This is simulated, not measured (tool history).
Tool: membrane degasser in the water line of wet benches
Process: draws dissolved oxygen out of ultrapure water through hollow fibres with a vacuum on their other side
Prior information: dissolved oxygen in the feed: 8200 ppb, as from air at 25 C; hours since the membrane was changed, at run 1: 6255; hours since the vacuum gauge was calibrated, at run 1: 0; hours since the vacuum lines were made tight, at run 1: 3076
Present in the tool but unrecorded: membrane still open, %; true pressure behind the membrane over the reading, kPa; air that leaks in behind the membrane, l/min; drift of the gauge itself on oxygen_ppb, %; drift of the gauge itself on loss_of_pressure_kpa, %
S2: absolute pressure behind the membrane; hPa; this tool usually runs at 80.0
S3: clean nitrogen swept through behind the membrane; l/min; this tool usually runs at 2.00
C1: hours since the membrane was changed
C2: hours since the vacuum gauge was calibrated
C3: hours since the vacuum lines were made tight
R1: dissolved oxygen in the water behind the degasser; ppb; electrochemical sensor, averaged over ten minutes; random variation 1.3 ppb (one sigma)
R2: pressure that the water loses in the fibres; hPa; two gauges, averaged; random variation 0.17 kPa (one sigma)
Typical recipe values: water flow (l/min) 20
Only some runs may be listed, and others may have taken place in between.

Run 1, hour 0.0: usual settings; C1 6255; C2 0; C3 3076. Result: R1 129.5 ppb, R2 308.1 hPa.
Run 2, hour 120.3: usual settings; C1 6375; C2 120; C3 3196. Result: R1 126.7 ppb, R2 307.3 hPa.
Run 3, hour 219.4: usual settings; C1 6475; C2 219; C3 3296. Result: R1 128.3 ppb, R2 309.9 hPa.
Run 4, hour 439.6: usual settings but S2 190.3 hPa; C1 6695; C2 440; C3 3516. Result: R1 374.6 ppb, R2 309.7 hPa.
Run 5, hour 606.3: usual settings but water flow (l/min) 23; C1 6861; C2 606; C3 3682. Result: R1 155.7 ppb, R2 356.6 hPa.
Run 6, hour 806.7: usual settings but water flow (l/min) 23; C1 7062; C2 807; C3 3883. Result: R1 155.9 ppb, R2 354.9 hPa.
Run 7, hour 899.7: usual settings but water flow (l/min) 23, S3 2.33 l/min; C1 7155; C2 900; C3 3976. Result: R1 138.7 ppb, R2 352.2 hPa.
Run 8, hour 1057.8: usual settings; C1 7313; C2 1058; C3 4134. Result: R1 132.6 ppb, R2 309.4 hPa.
At hour 1170.5: seals of the vacuum lines changed.
Run 9, hour 1239.6: usual settings; C1 7493; C2 1238; C3 69. Result: R1 127.3 ppb, R2 310.8 hPa.
Run 10, hour 1467.6: usual settings but water flow (l/min) 16; C1 7721; C2 1466; C3 297. Result: R1 102.2 ppb, R2 249.5 hPa.
Run 11, hour 1591.8: usual settings but water flow (l/min) 16; C1 7845; C2 1590; C3 421. Result: R1 99.3 ppb, R2 249.2 hPa.
Run 12, hour 1733.1: usual settings but water flow (l/min) 16; C1 7986; C2 1731; C3 563. Result: R1 102.1 ppb, R2 248.2 hPa.
Run 13, hour 1938.9: usual settings; C1 8192; C2 1937; C3 768. Result: R1 133.3 ppb, R2 314.7 hPa.
Run 14, hour 2046.7: usual settings; C1 8300; C2 2045; C3 876. Result: R1 132.2 ppb, R2 314.6 hPa.
Run 15, hour 2200.9: usual settings; C1 8454; C2 2199; C3 1030. Result: R1 132.2 ppb, R2 313.2 hPa.
Run 16, hour 2338.3: usual settings; C1 8591; C2 2336; C3 1168. Result: R1 135.8 ppb, R2 315.6 hPa.
Run 17, hour 2500.5: usual settings but S2 134.5 hPa, S3 1.30 l/min; C1 8754; C2 2499; C3 1330. Result: R1 372.2 ppb, R2 316.1 hPa.
Run 18, hour 2595.6: usual settings but S2 134.5 hPa, S3 1.30 l/min; C1 8849; C2 2594; C3 1425. Result: R1 374.3 ppb, R2 315.9 hPa.
Run 19, hour 2808.0: usual settings but water flow (l/min) 18, S2 138.4 hPa, S3 4.76 l/min; C1 9061; C2 2806; C3 1637. Result: R1 112.1 ppb, R2 283.0 hPa.
Run 20, hour 2928.6: usual settings but water flow (l/min) 14, S2 186.1 hPa, S3 1.21 l/min; C1 9182; C2 2927; C3 1758. Result: R1 409.9 ppb, R2 220.8 hPa.
Run 21, hour 3087.0: usual settings but water flow (l/min) 14, S2 186.1 hPa, S3 1.21 l/min; C1 9340; C2 3085; C3 1917. Result: R1 415.5 ppb, R2 219.2 hPa.
Run 22, hour 3256.8: usual settings but water flow (l/min) 19, S2 159.7 hPa, S3 4.29 l/min; C1 9510; C2 3255; C3 2086. Result: R1 155.8 ppb, R2 302.4 hPa.
Run 23, hour 3466.6: usual settings but water flow (l/min) 19, S2 159.7 hPa, S3 4.29 l/min; C1 9720; C2 3465; C3 2296. Result: R1 157.8 ppb, R2 302.0 hPa.
At hour 3512.0: membrane cartridge changed.
Run 24, hour 3698.6: usual settings but water flow (l/min) 19, S2 159.7 hPa, S3 4.29 l/min; C1 187; C2 3693; C3 2524. Result: R1 150.2 ppb, R2 270.3 hPa.
Run 25, hour 3912.0: usual settings but water flow (l/min) 15; C1 400; C2 3906; C3 2738. Result: R1 97.4 ppb, R2 217.1 hPa.
Run 26, hour 4011.7: usual settings but S2 48.6 hPa; C1 500; C2 4006; C3 2837. Result: R1 57.0 ppb, R2 291.0 hPa.
Run 27, hour 4172.4: usual settings but S2 48.6 hPa; C1 660; C2 4166; C3 2998. Result: R1 59.0 ppb, R2 287.6 hPa.
Run 28, hour 4364.5: usual settings but water flow (l/min) 28, S2 152.5 hPa, S3 1.03 l/min; C1 852; C2 4359; C3 3190. Result: R1 709.3 ppb, R2 406.1 hPa.
Run 29, hour 4488.3: usual settings but S3 1.13 l/min; C1 976; C2 4482; C3 3314. Result: R1 217.6 ppb, R2 289.9 hPa.
Run 30, hour 4678.5: usual settings but water flow (l/min) 13, S3 1.13 l/min; C1 1166; C2 4672; C3 3504. Result: R1 144.5 ppb, R2 189.2 hPa.
Run 31, hour 4783.9: usual settings but water flow (l/min) 13, S3 1.13 l/min; C1 1272; C2 4778; C3 3609. Result: R1 142.5 ppb, R2 186.0 hPa.
Run 32, hour 4904.9: usual settings but water flow (l/min) 13, S3 1.13 l/min; C1 1393; C2 4899; C3 3730. Result: R1 141.8 ppb, R2 190.8 hPa.

Hidden state or all else? Some run-to-run changes of R1, split into what the settings, what came in and random variation would give without the hidden state, and what is left for the hidden state (with any gauge scatter that isn't in both results):
Run 18 -> 19: water flow (l/min) 20 -> 18, S2 134.5 -> 138.4, S3 1.30 -> 4.76. R1 -262.2 ppb: hidden state -8.0, all else -254.2.
Run 19 -> 20: water flow (l/min) 18 -> 14, S2 138.4 -> 186.1, S3 4.76 -> 1.21. R1 +297.8 ppb: hidden state +4.7, all else +293.1.
Run 23 -> 24: membrane cartridge changed. R1 -7.6 ppb: hidden state -7.0, all else -0.6.
Run 27 -> 28: water flow (l/min) 20 -> 28, S2 48.6 -> 152.5, S3 2.00 -> 1.03. R1 +650.3 ppb: hidden state +14.3, all else +636.0.
Run 28 -> 29: water flow (l/min) 28 -> 20, S2 152.5 -> 80.0, S3 1.03 -> 1.13. R1 -491.7 ppb: hidden state -6.1, all else -485.6.
